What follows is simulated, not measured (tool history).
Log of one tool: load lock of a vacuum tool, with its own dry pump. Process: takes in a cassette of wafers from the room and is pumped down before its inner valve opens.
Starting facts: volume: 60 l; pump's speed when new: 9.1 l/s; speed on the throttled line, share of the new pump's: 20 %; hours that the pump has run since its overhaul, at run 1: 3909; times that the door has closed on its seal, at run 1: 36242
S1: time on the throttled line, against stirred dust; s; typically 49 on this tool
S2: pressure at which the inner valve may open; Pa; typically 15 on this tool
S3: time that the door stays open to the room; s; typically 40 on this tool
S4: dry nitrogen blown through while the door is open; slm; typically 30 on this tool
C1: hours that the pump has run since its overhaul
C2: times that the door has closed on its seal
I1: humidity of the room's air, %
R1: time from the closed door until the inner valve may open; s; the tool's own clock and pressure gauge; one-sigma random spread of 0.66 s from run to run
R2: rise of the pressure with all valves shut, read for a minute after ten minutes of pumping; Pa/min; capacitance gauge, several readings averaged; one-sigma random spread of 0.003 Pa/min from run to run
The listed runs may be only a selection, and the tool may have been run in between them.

run 1 hour=0.0 | S1=49 S2=15 S3=40 S4=30 | C1=3909 C2=36242 | I1=43.1 | R1=99.4 R2=0.457
run 2 hour=508.4 | S1=49 S2=15 S3=40 S4=20 | C1=4418 C2=38653 | I1=45.1 | R1=101.1 R2=0.520
run 3 hour=934.3 | S1=49 S2=15 S3=40 S4=20 | C1=4843 C2=40672 | I1=45.1 | R1=102.1 R2=0.570
run 4 hour=1483.5 | S1=49 S2=15 S3=40 S4=30 | C1=5393 C2=43276 | I1=44.3 | R1=101.4 R2=0.630
-- hour=1724.8 door's seal changed, seat wiped
run 5 hour=1827.7 | S1=34 S2=15 S3=40 S4=30 | C1=5735 C2=488 | I1=46.2 | R1=91.3 R2=0.026
run 6 hour=2271.7 | S1=49 S2=25 S3=40 S4=30 | C1=6179 C2=2593 | I1=44.7 | R1=99.5 R2=0.037
run 7 hour=2644.7 | S1=68 S2=15 S3=159 S4=30 | C1=6552 C2=4361 | I1=44.0 | R1=118.1 R2=0.069
run 8 hour=3101.0 | S1=68 S2=15 S3=159 S4=30 | C1=7009 C2=6525 | I1=41.9 | R1=118.1 R2=0.076
run 9 hour=3541.4 | S1=68 S2=15 S3=109 S4=13 | C1=7449 C2=8612 | I1=43.5 | R1=118.6 R2=0.109
run 10 hour=4023.9 | S1=68 S2=28 S3=109 S4=13 | C1=7932 C2=10900 | I1=48.4 | R1=113.6 R2=0.137
run 11 hour=4614.4 | S1=60 S2=23 S3=40 S4=30 | C1=8522 C2=13700 | I1=45.7 | R1=109.4 R2=0.131
run 12 hour=5142.8 | S1=49 S2=28 S3=208 S4=30 | C1=9050 C2=16205 | I1=45.5 | R1=100.1 R2=0.183

Branching from run 12: 4 alternative next runs. What would each branch give?
run A hour=5535.6 | S1=49 S2=19 S3=174 S4=31 | C1=9443 C2=18067 | I1=41.6 | R1=? R2=?
run B hour=5535.6 | S1=30 S2=28 S3=58 S4=30 | C1=9443 C2=18067 | I1=43.2 | R1=? R2=?
run C hour=5535.6 | S1=49 S2=15 S3=40 S4=27 | C1=9443 C2=18067 | I1=42.8 | R1=? R2=?
run D hour=5535.6 | S1=35 S2=15 S3=34 S4=30 | C1=9443 C2=18067 | I1=45.2 | R1=? R2=?

run=A R1=103.3 R2=0.200
run=B R1=86.0 R2=0.181
run=C R1=106.0 R2=0.190
run=D R1=95.0 R2=0.182
What these runs would have given with no unlogged condition in the tool:
run=A R1=95.6 R2=0.043
run=B R1=78.0 R2=0.027
run=C R1=98.0 R2=0.035
run=D R1=86.6 R2=0.028
